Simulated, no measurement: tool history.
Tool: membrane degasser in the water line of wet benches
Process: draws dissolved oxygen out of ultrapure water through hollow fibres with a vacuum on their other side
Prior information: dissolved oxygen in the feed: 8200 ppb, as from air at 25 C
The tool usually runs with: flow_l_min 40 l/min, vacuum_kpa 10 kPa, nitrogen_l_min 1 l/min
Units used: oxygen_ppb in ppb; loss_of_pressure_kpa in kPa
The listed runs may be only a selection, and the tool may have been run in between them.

run,hour,flow_l_min,vacuum_kpa,nitrogen_l_min,oxygen_ppb,loss_of_pressure_kpa
1,0,40,10,1,525.4,47.64
2,29.2,40,10,1,523.1,47.53
3,65,40,18.9,1,1137.1,47.56
4,99.8,40,10,1,518.2,47.36
5,167.8,40,10,1,523.4,47.04
6,218.7,40,10,1,528.3,47.4
7,259.8,40,10,1,518.5,47.46
8,315.8,30,10,1,410.9,35.38
9,378.7,30,10,1,418.7,35.7
10,416.7,30,10,1,411,35.87
11,472.5,30,6.8,1,220.9,35.52
12,519.2,40,10,1.87,317.1,47.48
13,566.5,40,10,1.87,319.1,47.52
14,598.2,40,10,1,529.2,47.99
15,630.4,40,10,1,522.6,47.85
16,685,40,10,1,518.9,47.27
17,738.7,40,10,1,521.7,47.65
18,807.8,34,14.5,0.94,756,40.65
19,873,55,13,0.94,998.6,65.98
20,922.8,55,13,0.94,960.5,66.14
21,965.1,40,6.1,0.44,409,47.74
# hour 1004.7: seals of the vacuum lines changed
22,1006.2,40,6.1,0.44,416.6,47.62
23,1073.5,40,6.1,0.44,410.4,47.71
24,1104.8,48,6.1,0.67,366.4,57.43
25,1148.8,48,6.1,0.67,366.4,57.31
26,1198.5,42,10.1,0.41,1004.9,50.32
27,1228.1,42,10.1,0.41,979.2,50.41
28,1262.7,42,10.1,0.41,993,50.25
29,1300.1,41,10,1.65,362.3,49.16
30,1333.5,41,10,1.65,362.2,49.2
31,1396,38,12.1,1.81,402.6,45.57
32,1430.1,61,10,1.28,633.1,73.36

Predict each of these 3 candidate next runs independently; none follows another, all start after run 32:
A,1472.8,61,10,2.92,?,?
B,1472.8,37,10,0.8,?,?
C,1472.8,40,10,1.86,?,?

run,oxygen_ppb,loss_of_pressure_kpa
A,347.6,73.3
B,597.9,44.45
C,318.5,48.14
The same runs, with their run-to-run variation unchanged, on a tool lacking any hidden condition would have given:
run,oxygen_ppb,loss_of_pressure_kpa
A,347.2,72.03
B,597.3,43.68
C,318.1,47.3
